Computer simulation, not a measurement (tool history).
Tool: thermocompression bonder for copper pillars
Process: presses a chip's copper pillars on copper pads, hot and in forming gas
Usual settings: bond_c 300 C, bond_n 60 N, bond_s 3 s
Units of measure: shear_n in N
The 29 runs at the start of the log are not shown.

run   hour  bond_c  bond_n  bond_s  hours of work since the heater was calibrated  hours of work since the force cell was calibrated  hours of work since the gas filter was changed  shear_n
 30  376.9     298      80       3                                            573                                                585                                             182    113.7
 31  387.0     298      80       3                                            579                                                592                                             188    113.2
 32  404.7     329      60       2                                            590                                                602                                             199    104.1
 33  416.3     300      59       3                                            597                                                610                                             206     97.2
 34  425.7     300      61       2                                            603                                                615                                             212     87.5
 35  434.4     291      71       3                                            608                                                621                                             217    102.4
 36  447.0     291      71       3                                            616                                                628                                             225    101.1
 37  457.5     293      60       8                                            622                                                635                                             232    119.1
 38  467.4     293      60       8                                            628                                                641                                             238    119.7
 39  483.5     292      38       4                                            638                                                651                                             247     75.2

5 ways to go on from here, each from the tool as it stands after run 39. What would each give?
  A  493.5     292      47       2                                            644                                                657                                             254        ?
  B  493.5     282      53       3                                            644                                                657                                             254        ?
  C  493.5     300      60       6                                            644                                                657                                             254        ?
  D  493.5     294      82       2                                            644                                                657                                             254        ?
  E  493.5     292      82       4                                            644                                                657                                             254        ?

run  shear_n
  A     69.3
  B     80.5
  C    115.9
  D     99.7
  E    116.2
Had the tool no hidden state, the same runs would have come out as:
run  shear_n
  A     72.0
  B     83.9
  C    121.6
  D    104.2
  E    122.0
